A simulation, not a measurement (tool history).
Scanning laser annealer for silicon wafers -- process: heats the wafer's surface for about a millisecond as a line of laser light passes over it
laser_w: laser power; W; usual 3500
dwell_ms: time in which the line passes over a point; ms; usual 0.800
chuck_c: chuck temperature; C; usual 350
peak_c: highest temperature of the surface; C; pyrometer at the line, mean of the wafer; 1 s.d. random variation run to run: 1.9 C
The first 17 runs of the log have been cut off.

run    hour  laser_w  dwell_ms  chuck_c  peak_c
 18   724.8     3597     0.800      350    1190
 19   751.5     3597     0.800      333    1170
 20   779.9     3597     0.800      333    1172
 21   818.3     3500     0.771      354    1146
 22   858.3     3500     0.771      354    1145
 23   899.6     3092     0.800      385    1086
 24   935.4     2998     0.818      367    1042
 25   967.3     3791     0.757      336    1192
 26  1025.8     3791     0.757      336    1192
 27  1057.4     3500     0.881      350    1198
 28  1111.8     3500     0.785      382    1175

Run 29, settings as shown, results not yet in. Your forecast:
 29  1161.5     3210     0.689      371       ?

peak_c: 1036 C
Minus the tool's unlogged condition, the same run would have read peak_c 1068 C.
